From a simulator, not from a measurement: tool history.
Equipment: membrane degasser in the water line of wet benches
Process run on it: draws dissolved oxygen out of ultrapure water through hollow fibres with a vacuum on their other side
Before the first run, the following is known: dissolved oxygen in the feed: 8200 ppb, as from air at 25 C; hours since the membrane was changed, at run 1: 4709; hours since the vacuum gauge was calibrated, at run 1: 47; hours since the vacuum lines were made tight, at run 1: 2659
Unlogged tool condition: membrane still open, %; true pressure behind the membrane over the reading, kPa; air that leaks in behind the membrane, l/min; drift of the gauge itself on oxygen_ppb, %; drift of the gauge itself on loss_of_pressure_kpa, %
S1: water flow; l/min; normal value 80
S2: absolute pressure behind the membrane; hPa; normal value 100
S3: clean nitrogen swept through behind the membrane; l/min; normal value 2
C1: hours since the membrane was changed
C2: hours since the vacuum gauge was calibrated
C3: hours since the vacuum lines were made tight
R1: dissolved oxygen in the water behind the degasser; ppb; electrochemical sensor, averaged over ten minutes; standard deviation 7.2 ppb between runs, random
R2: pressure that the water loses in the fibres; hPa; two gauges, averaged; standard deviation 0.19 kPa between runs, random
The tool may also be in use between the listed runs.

run,day,S1,S2,S3,C1,C2,C3,R1,R2
1,0,80,100,2,4709,47,2659,744,409.5
2,6.175,80,100,0.88,4858,195,2807,1135.2,409.4
3,13.767,80,100,0.88,5040,378,2989,1129.5,410.6
4,19.833,80,100,0.88,5185,523,3135,1152.2,411.6
5,24.046,80,100,2,5286,624,3236,757.4,412.8
6,29.075,80,100,2,5407,745,3357,757,410.8
7,34.55,80,100,2,5539,876,3488,767.9,410
8,41.8,80,100,2,5713,1050,3662,771.3,413.1
9,47.412,80,100,2,5847,1185,3797,779.2,413.6
10,54.604,80,185,2,6020,1358,3969,1323.9,413
11,58.829,80,185,2,6121,1459,4071,1338.2,414.5
12,64.967,80,185,2,6269,1607,4218,1318.1,413.4
13,70.438,80,185,2,6400,1738,4349,1317.9,414.8
14,74.767,80,185,2,6504,1842,4453,1313.9,415.6
15,78.175,48,213,1.3,6586,1923,4535,1313.1,248.3
16,84.138,48,91,3.07,6729,2067,4678,343.3,247.9
17,89.067,48,91,3.07,6847,2185,4797,342.1,249.8
18,95.638,48,91,3.07,7005,2343,4954,345.6,250.9
19,101.742,57,212,3.07,7151,2489,5101,856.2,297.7
20,107.396,86,184,1.21,7287,2625,5236,1844.2,450.5
21,112.138,84,104,5.9,7401,2739,5350,530.5,439.5

Forecast each of these 5 alternatives for the next run:
A,119.754,84,104,1.05,7583,2921,5533,?,?
B,119.754,84,183,5.9,7583,2921,5533,?,?
C,119.754,107,216,1.58,7583,2921,5533,?,?
D,119.754,84,241,5.9,7583,2921,5533,?,?
E,119.754,97,146,1.26,7583,2921,5533,?,?

run,R1,R2
A,1185.5,439.1
B,754.7,442.4
C,2171.6,563.9
D,911.7,439.7
E,1614.4,510.2
What these runs would have given with no unlogged condition in the tool:
run,R1,R2
A,1090.6,407.1
B,680.2,410.3
C,2087.3,522.9
D,839.3,407.6
E,1523.4,473
